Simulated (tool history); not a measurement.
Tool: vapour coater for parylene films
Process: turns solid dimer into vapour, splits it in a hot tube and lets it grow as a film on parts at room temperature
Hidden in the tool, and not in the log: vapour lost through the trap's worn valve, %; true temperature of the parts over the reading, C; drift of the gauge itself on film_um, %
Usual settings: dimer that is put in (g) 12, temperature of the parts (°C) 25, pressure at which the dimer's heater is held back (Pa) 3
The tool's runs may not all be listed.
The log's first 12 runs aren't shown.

run   hour  dimer that is put in (g)  temperature of the parts (°C)  pressure at which the dimer's heater is held back (Pa)  hours of work since the trap's valve was overhauled  hours of work since the table's thermometer was calibrated  thickness of the film (um)
 13    159                        12                             25                                                       3                                                   20                                                         498                        6.15
 14  167.2                        12                             25                                                       3                                                   27                                                         505                        6.13
 15    178                         8                             25                                                       3                                                   37                                                         515                        4.09
 16  196.5                         8                             25                                                       3                                                   53                                                         531                        4.19
 17    205                         8                             25                                                       3                                                   61                                                         539                         4.1
 18  218.1                         8                             25                                                       3                                                   72                                                         550                        4.12
 19  233.8                         8                             25                                                       3                                                   86                                                         564                         4.1
     242.4  -- trap's valve overhauled, once more
 20    253                         8                             35                                                       3                                                    9                                                         578                        2.79
 21  263.4                         8                             35                                                       3                                                   19                                                         587                        2.76
 22  277.9                         8                             35                                                       3                                                   32                                                         600                        2.74
 23  288.9                         8                             35                                                       3                                                   41                                                         610                        2.77
 24  297.2                         7                             22                                                    5.82                                                   49                                                         617                        4.12
 25    309                         6                             25                                                       3                                                   59                                                         628                        3.21
 26  328.1                        12                             25                                                       3                                                   76                                                         645                        6.57
 27  347.3                        12                             20                                                    2.02                                                   93                                                         662                        8.62
 28    359                         8                             35                                                    5.22                                                  104                                                         672                        2.53
 29  376.7                         8                             29                                                   11.97                                                  119                                                         688                        3.09
 30  388.8                        12                             25                                                     6.5                                                  130                                                         699                        5.89
 31  404.7                        12                             25                                                     6.5                                                  144                                                         713                        5.93
 32    413                         7                             22                                                       3                                                  152                                                         720                        4.33
 33  426.1                         7                             22                                                       3                                                  163                                                         732                        4.21
 34  436.7                         7                             22                                                       3                                                  173                                                         741                        4.34
 35  453.5                        17                             18                                                    2.63                                                  188                                                         756                       12.67

Forecast run 36:
 36  464.5                        17                             18                                                    2.63                                                  197                                                         766                           ?

{"run 36": {"thickness of the film (um)": 12.55}}
Without the tool's hidden state the same run would have given thickness of the film (um) 13.04.
